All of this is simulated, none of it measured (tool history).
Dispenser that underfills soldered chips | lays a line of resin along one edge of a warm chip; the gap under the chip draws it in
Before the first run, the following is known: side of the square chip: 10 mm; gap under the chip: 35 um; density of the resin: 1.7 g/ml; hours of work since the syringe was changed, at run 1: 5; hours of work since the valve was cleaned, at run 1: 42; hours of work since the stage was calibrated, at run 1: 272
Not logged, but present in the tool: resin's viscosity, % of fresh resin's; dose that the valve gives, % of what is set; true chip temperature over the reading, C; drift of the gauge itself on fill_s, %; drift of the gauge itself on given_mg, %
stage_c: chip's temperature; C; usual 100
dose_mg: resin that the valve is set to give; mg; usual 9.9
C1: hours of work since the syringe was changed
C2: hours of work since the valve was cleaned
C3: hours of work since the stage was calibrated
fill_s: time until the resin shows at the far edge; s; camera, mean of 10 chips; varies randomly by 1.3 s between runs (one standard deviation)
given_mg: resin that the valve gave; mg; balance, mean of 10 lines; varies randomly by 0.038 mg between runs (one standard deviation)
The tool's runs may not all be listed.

Run 1, day 0: usual settings; C1 5; C2 42; C3 272. Result: fill_s 154.5 s, given_mg 9.82 mg.
At day 0.079: new syringe of resin.
At day 0.442: new syringe of resin.
Run 2, day 0.571: usual settings but dose_mg 8.92 mg; C1 2; C2 50; C3 281. Result: fill_s 139.1 s, given_mg 8.73 mg.
At day 0.817: new syringe of resin.
Run 3, day 1.121: usual settings but dose_mg 8.92 mg; C1 5; C2 58; C3 289. Result: fill_s 155.9 s, given_mg 8.74 mg.
At day 1.204: new syringe of resin.
At day 1.575: new syringe of resin.
Run 4, day 1.575: usual settings but dose_mg 8.92 mg; C1 0; C2 65; C3 295. Result: fill_s 131.8 s, given_mg 8.73 mg.
At day 1.925: dispensing valve cleaned and set on the balance.
At day 2.012: new syringe of resin.
Run 5, day 2.192: usual settings; C1 3; C2 4; C3 304. Result: fill_s 143.7 s, given_mg 9.89 mg.
At day 2.404: new syringe of resin.
Run 6, day 2.604: usual settings; C1 3; C2 10; C3 310. Result: fill_s 150.5 s, given_mg 9.88 mg.
At day 2.775: new syringe of resin.
Run 7, day 3.008: usual settings; C1 4; C2 16; C3 316. Result: fill_s 150.9 s, given_mg 9.81 mg.
At day 3.146: new syringe of resin.
At day 3.5: new syringe of resin.
Run 8, day 3.546: usual settings but stage_c 98 C; C1 1; C2 24; C3 324. Result: fill_s 149.1 s, given_mg 9.83 mg.
Run 9, day 3.833: usual settings; C1 5; C2 28; C3 328. Result: fill_s 159.9 s, given_mg 9.79 mg.
At day 3.875: new syringe of resin.
At day 4.233: new syringe of resin.
Run 10, day 4.396: usual settings; C1 2; C2 36; C3 336. Result: fill_s 144.7 s, given_mg 9.72 mg.
At day 4.625: new syringe of resin.
Run 11, day 4.704: usual settings but stage_c 112 C; C1 1; C2 41; C3 341. Result: fill_s 92.2 s, given_mg 9.73 mg.
At day 5.021: new syringe of resin.
Run 12, day 5.212: usual settings but dose_mg 9.47 mg; C1 3; C2 48; C3 348. Result: fill_s 150.7 s, given_mg 9.3 mg.
At day 5.392: new syringe of resin.
Run 13, day 5.696: usual settings but dose_mg 9.47 mg; C1 5; C2 55; C3 356. Result: fill_s 159.1 s, given_mg 9.24 mg.
At day 5.775: new syringe of resin.
Run 14, day 6.067: usual settings but stage_c 113 C; C1 4; C2 61; C3 361. Result: fill_s 101.9 s, given_mg 9.63 mg.
At day 6.133: new syringe of resin.
At day 6.483: new syringe of resin.
Run 15, day 6.579: usual settings; C1 1; C2 68; C3 368. Result: fill_s 138.2 s, given_mg 9.66 mg.
At day 6.696: dispensing valve cleaned and set on the balance.
At day 6.888: new syringe of resin.
Run 16, day 7.075: usual settings; C1 3; C2 6; C3 375. Result: fill_s 147.8 s, given_mg 9.86 mg.
At day 7.254: new syringe of resin.
Run 17, day 7.525: usual settings but stage_c 95 C; C1 4; C2 12; C3 382. Result: fill_s 181.7 s, given_mg 9.81 mg.
At day 7.621: new syringe of resin.
At day 7.992: new syringe of resin.
Run 18, day 8: usual settings but stage_c 108 C, dose_mg 8.47 mg; C1 0; C2 19; C3 389. Result: fill_s 104.5 s, given_mg 8.35 mg.
Run 19, day 8.312: usual settings but stage_c 114 C, dose_mg 8.49 mg; C1 5; C2 24; C3 393. Result: fill_s 101.3 s, given_mg 8.33 mg.
At day 8.35: new syringe of resin.
At day 8.538: stage's temperature calibrated.
At day 8.754: new syringe of resin.
Run 20, day 8.796: usual settings but stage_c 93 C, dose_mg 9.02 mg; C1 1; C2 30; C3 4. Result: fill_s 164.9 s, given_mg 8.95 mg.
At day 9.112: new syringe of resin.
Run 21, day 9.304: usual settings but stage_c 89 C, dose_mg 8.88 mg; C1 3; C2 38; C3 11. Result: fill_s 206.3 s, given_mg 8.66 mg.
At day 9.488: new syringe of resin.
At day 9.85: new syringe of resin.
Run 22, day 9.875: usual settings but stage_c 115 C, dose_mg 11.76 mg; C1 0; C2 46; C3 20. Result: fill_s 79.4 s, given_mg 11.54 mg.
At day 10.238: new syringe of resin.
Run 23, day 10.292: usual settings but stage_c 98 C; C1 1; C2 52; C3 26. Result: fill_s 135.7 s, given_mg 9.69 mg.
At day 10.608: new syringe of resin.
Run 24, day 10.883: usual settings but stage_c 98 C; C1 4; C2 61; C3 34. Result: fill_s 158.5 s, given_mg 9.67 mg.
At day 10.979: new syringe of resin.
At day 11.333: new syringe of resin.
Run 25, day 11.346: usual settings but stage_c 111 C, dose_mg 11.25 mg; C1 0; C2 68; C3 41. Result: fill_s 88.7 s, given_mg 10.88 mg.
At day 11.521: dispensing valve cleaned and set on the balance.
At day 11.733: new syringe of resin.
Run 26, day 11.762: usual settings but stage_c 87 C, dose_mg 11.04 mg; C1 0; C2 3; C3 47. Result: fill_s 198.5 s, given_mg 10.99 mg.
At day 12.108: new syringe of resin.
Run 27, day 12.358: usual settings but stage_c 87 C, dose_mg 12.81 mg; C1 4; C2 12; C3 56. Result: fill_s 226 s, given_mg 12.73 mg.
At day 12.483: new syringe of resin.
At day 12.867: new syringe of resin.
Run 28, day 12.962: usual settings but stage_c 91 C, dose_mg 11.53 mg; C1 1; C2 21; C3 64. Result: fill_s 177.5 s, given_mg 11.46 mg.
At day 13.25: new syringe of resin.
Run 29, day 13.396: usual settings but stage_c 97 C, dose_mg 11.64 mg; C1 2; C2 28; C3 71. Result: fill_s 148.2 s, given_mg 11.53 mg.
At day 13.625: new syringe of resin.
Run 30, day 13.771: usual settings but stage_c 110 C, dose_mg 11.64 mg; C1 2; C2 33; C3 76. Result: fill_s 98.3 s, given_mg 11.47 mg.
At day 14.017: new syringe of resin.
Run 31, day 14.2: usual settings but stage_c 110 C, dose_mg 11.64 mg; C1 3; C2 39; C3 83. Result: fill_s 101.3 s, given_mg 11.56 mg.
At day 14.388: new syringe of resin.
Run 32, day 14.604: usual settings but stage_c 114 C, dose_mg 9.87 mg; C1 3; C2 45; C3 89. Result: fill_s 91.8 s, given_mg 9.73 mg.

Hidden state at the last listed run before each entry between runs and at the first one after, where it differs:
Logged between run 1 and run 2: new syringe of resin (day 0.079); new syringe of resin (day 0.442)
  resin's viscosity, % of fresh resin's: 117 -> 105.2; dose that the valve gives, % of what is set: 98.34 -> 97.99; true chip temperature over the reading, C: -1.47 -> -1.5
  measured minus no-state result, fill_s: +29 -> +13.8 s; given_mg: -0.16 -> -0.18 mg
Logged between run 2 and run 3: new syringe of resin (day 0.817)
  resin's viscosity, % of fresh resin's: 105.2 -> 116.8; dose that the valve gives, % of what is set: 97.99 -> 97.65; true chip temperature over the reading, C: -1.5 -> -1.54
  measured minus no-state result, fill_s: +13.8 -> +29.6 s; given_mg: -0.18 -> -0.21 mg
Logged between run 3 and run 4: new syringe of resin (day 1.204); new syringe of resin (day 1.575)
  resin's viscosity, % of fresh resin's: 116.8 -> 99.7; dose that the valve gives, % of what is set: 97.65 -> 97.39; true chip temperature over the reading, C: -1.54 -> -1.57
  measured minus no-state result, fill_s: +29.6 -> +6.9 s; given_mg: -0.21 -> -0.23 mg
Logged between run 4 and run 5: dispensing valve cleaned and set on the balance (day 1.925); new syringe of resin (day 2.012)
  resin's viscosity, % of fresh resin's: 99.7 -> 109.2; dose that the valve gives, % of what is set: 97.39 -> 99.91; true chip temperature over the reading, C: -1.57 -> -1.61
  measured minus no-state result, fill_s: +6.9 -> +19 s; given_mg: -0.23 -> -0.01 mg
Logged between run 5 and run 6: new syringe of resin (day 2.404)
  resin's viscosity, % of fresh resin's: 109.2 -> 112.3; dose that the valve gives, % of what is set: 99.91 -> 99.66; true chip temperature over the reading, C: -1.61 -> -1.64
  measured minus no-state result, fill_s: +19 -> +23.7 s; given_mg: -0.01 -> -0.04 mg
Logged between run 6 and run 7: new syringe of resin (day 2.775)
  resin's viscosity, % of fresh resin's: 112.3 -> 113.7; dose that the valve gives, % of what is set: 99.66 -> 99.43; true chip temperature over the reading, C: -1.64 -> -1.66
  measured minus no-state result, fill_s: +23.7 -> +25.5 s; given_mg: -0.04 -> -0.05 mg
Logged between run 7 and run 8: new syringe of resin (day 3.146); new syringe of resin (day 3.5)
  resin's viscosity, % of fresh resin's: 113.7 -> 104; dose that the valve gives, % of what is set: 99.43 -> 99.12; true chip temperature over the reading, C: -1.66 -> -1.7
  measured minus no-state result, fill_s: +25.5 -> +13.8 s; given_mg: -0.05 -> -0.09 mg
Logged between run 9 and run 10: new syringe of resin (day 3.875); new syringe of resin (day 4.233)
  resin's viscosity, % of fresh resin's: 121 -> 107.9; dose that the valve gives, % of what is set: 98.96 -> 98.61; true chip temperature over the reading, C: -1.72 -> -1.75
  measured minus no-state result, fill_s: +35.3 -> +18.5 s; given_mg: -0.1 -> -0.14 mg
Logged between run 10 and run 11: new syringe of resin (day 4.625)
  resin's viscosity, % of fresh resin's: 107.9 -> 102.7; dose that the valve gives, % of what is set: 98.61 -> 98.44; true chip temperature over the reading, C: -1.75 -> -1.77
  measured minus no-state result, fill_s: +18.5 -> +7.4 s; given_mg: -0.14 -> -0.16 mg
Logged between run 11 and run 12: new syringe of resin (day 5.021)
  resin's viscosity, % of fresh resin's: 102.7 -> 110.8; dose that the valve gives, % of what is set: 98.44 -> 98.14; true chip temperature over the reading, C: -1.77 -> -1.81
  measured minus no-state result, fill_s: +7.4 -> +22.9 s; given_mg: -0.16 -> -0.17 mg
Logged between run 12 and run 13: new syringe of resin (day 5.392)
  resin's viscosity, % of fresh resin's: 110.8 -> 117.9; dose that the valve gives, % of what is set: 98.14 -> 97.88; true chip temperature over the reading, C: -1.81 -> -1.84
  measured minus no-state result, fill_s: +22.9 -> +32.6 s; given_mg: -0.17 -> -0.2 mg
Logged between run 13 and run 14: new syringe of resin (day 5.775)
  resin's viscosity, % of fresh resin's: 117.9 -> 116.2; dose that the valve gives, % of what is set: 97.88 -> 97.63; true chip temperature over the reading, C: -1.84 -> -1.86
  measured minus no-state result, fill_s: +32.6 -> +19.3 s; given_mg: -0.2 -> -0.24 mg
Logged between run 14 and run 15: new syringe of resin (day 6.133); new syringe of resin (day 6.483)
  resin's viscosity, % of fresh resin's: 116.2 -> 104.5; dose that the valve gives, % of what is set: 97.63 -> 97.36; true chip temperature over the reading, C: -1.86 -> -1.9
  measured minus no-state result, fill_s: +19.3 -> +14.4 s; given_mg: -0.24 -> -0.26 mg
Logged between run 15 and run 16: dispensing valve cleaned and set on the balance (day 6.696); new syringe of resin (day 6.888)
  resin's viscosity, % of fresh resin's: 104.5 -> 111.6; dose that the valve gives, % of what is set: 97.36 -> 99.54; true chip temperature over the reading, C: -1.9 -> -1.93
  measured minus no-state result, fill_s: +14.4 -> +23.8 s; given_mg: -0.26 -> -0.05 mg
Logged between run 16 and run 17: new syringe of resin (day 7.254)
  resin's viscosity, % of fresh resin's: 111.6 -> 116.9; dose that the valve gives, % of what is set: 99.54 -> 99.29; true chip temperature over the reading, C: -1.93 -> -1.96
  measured minus no-state result, fill_s: +23.8 -> +36.5 s; given_mg: -0.05 -> -0.07 mg
Logged between run 17 and run 18: new syringe of resin (day 7.621); new syringe of resin (day 7.992)
  resin's viscosity, % of fresh resin's: 116.9 -> 98.5; dose that the valve gives, % of what is set: 99.29 -> 99.03; true chip temperature over the reading, C: -1.96 -> -1.99
  measured minus no-state result, fill_s: +36.5 -> +5.2 s; given_mg: -0.07 -> -0.08 mg
Logged between run 19 and run 20: new syringe of resin (day 8.35); stage's temperature calibrated (day 8.538); new syringe of resin (day 8.754)
  resin's viscosity, % of fresh resin's: 116 -> 101.7; dose that the valve gives, % of what is set: 98.81 -> 98.56; true chip temperature over the reading, C: -2.01 -> -0.17
  measured minus no-state result, fill_s: +19.5 -> +4.1 s; given_mg: -0.1 -> -0.13 mg
Logged between run 20 and run 21: new syringe of resin (day 9.112)
  resin's viscosity, % of fresh resin's: 101.7 -> 110.8; dose that the valve gives, % of what is set: 98.56 -> 98.25; true chip temperature over the reading, C: -0.17 -> -0.21
  measured minus no-state result, fill_s: +4.1 -> +22 s; given_mg: -0.13 -> -0.15 mg
Logged between run 21 and run 22: new syringe of resin (day 9.488); new syringe of resin (day 9.85)
  resin's viscosity, % of fresh resin's: 110.8 -> 102.6; dose that the valve gives, % of what is set: 98.25 -> 97.93; true chip temperature over the reading, C: -0.21 -> -0.24
  measured minus no-state result, fill_s: +22 -> +2.7 s; given_mg: -0.15 -> -0.24 mg
Logged between run 22 and run 23: new syringe of resin (day 10.238)
  resin's viscosity, % of fresh resin's: 102.6 -> 101.3; dose that the valve gives, % of what is set: 97.93 -> 97.68; true chip temperature over the reading, C: -0.24 -> -0.27
  measured minus no-state result, fill_s: +2.7 -> +3.3 s; given_mg: -0.24 -> -0.23 mg
Logged between run 23 and run 24: new syringe of resin (day 10.608)
  resin's viscosity, % of fresh resin's: 101.3 -> 115.2; dose that the valve gives, % of what is set: 97.68 -> 97.33; true chip temperature over the reading, C: -0.27 -> -0.31
  measured minus no-state result, fill_s: +3.3 -> +22.8 s; given_mg: -0.23 -> -0.27 mg
Logged between run 24 and run 25: new syringe of resin (day 10.979); new syringe of resin (day 11.333)
  resin's viscosity, % of fresh resin's: 115.2 -> 99.9; dose that the valve gives, % of what is set: 97.33 -> 97.08; true chip temperature over the reading, C: -0.31 -> -0.34
  measured minus no-state result, fill_s: +22.8 -> +1 s; given_mg: -0.27 -> -0.32 mg
Logged between run 25 and run 26: dispensing valve cleaned and set on the balance (day 11.521); new syringe of resin (day 11.733)
  resin's viscosity, % of fresh resin's: 99.9 -> 101.5; dose that the valve gives, % of what is set: 97.08 -> 100.21; true chip temperature over the reading, C: -0.34 -> -0.37
  measured minus no-state result, fill_s: +1 -> +5.4 s; given_mg: -0.32 -> +0.02 mg
Logged between run 26 and run 27: new syringe of resin (day 12.108)
  resin's viscosity, % of fresh resin's: 101.5 -> 115; dose that the valve gives, % of what is set: 100.21 -> 99.84; true chip temperature over the reading, C: -0.37 -> -0.41
  measured minus no-state result, fill_s: +5.4 -> +32.3 s; given_mg: +0.02 -> -0.02 mg
Logged between run 27 and run 28: new syringe of resin (day 12.483); new syringe of resin (day 12.867)
  resin's viscosity, % of fresh resin's: 115 -> 104.4; dose that the valve gives, % of what is set: 99.84 -> 99.5; true chip temperature over the reading, C: -0.41 -> -0.45
  measured minus no-state result, fill_s: +32.3 -> +10.2 s; given_mg: -0.02 -> -0.06 mg
Logged between run 28 and run 29: new syringe of resin (day 13.25)
  resin's viscosity, % of fresh resin's: 104.4 -> 107.4; dose that the valve gives, % of what is set: 99.5 -> 99.21; true chip temperature over the reading, C: -0.45 -> -0.48
  measured minus no-state result, fill_s: +10.2 -> +12.4 s; given_mg: -0.06 -> -0.09 mg
Logged between run 29 and run 30: new syringe of resin (day 13.625)
  resin's viscosity, % of fresh resin's: 107.4 -> 107.8; dose that the valve gives, % of what is set: 99.21 -> 98.99; true chip temperature over the reading, C: -0.48 -> -0.5
  measured minus no-state result, fill_s: +12.4 -> +8.6 s; given_mg: -0.09 -> -0.11 mg
Logged between run 30 and run 31: new syringe of resin (day 14.017)
  resin's viscosity, % of fresh resin's: 107.8 -> 110.9; dose that the valve gives, % of what is set: 98.99 -> 98.78; true chip temperature over the reading, C: -0.5 -> -0.53
  measured minus no-state result, fill_s: +8.6 -> +11.5 s; given_mg: -0.11 -> -0.15 mg
Logged between run 31 and run 32: new syringe of resin (day 14.388)
  resin's viscosity, % of fresh resin's: 110.9 -> 112.7; dose that the valve gives, % of what is set: 98.78 -> 98.52; true chip temperature over the reading, C: -0.53 -> -0.56
  measured minus no-state result, fill_s: +11.5 -> +11.9 s; given_mg: -0.15 -> -0.14 mg
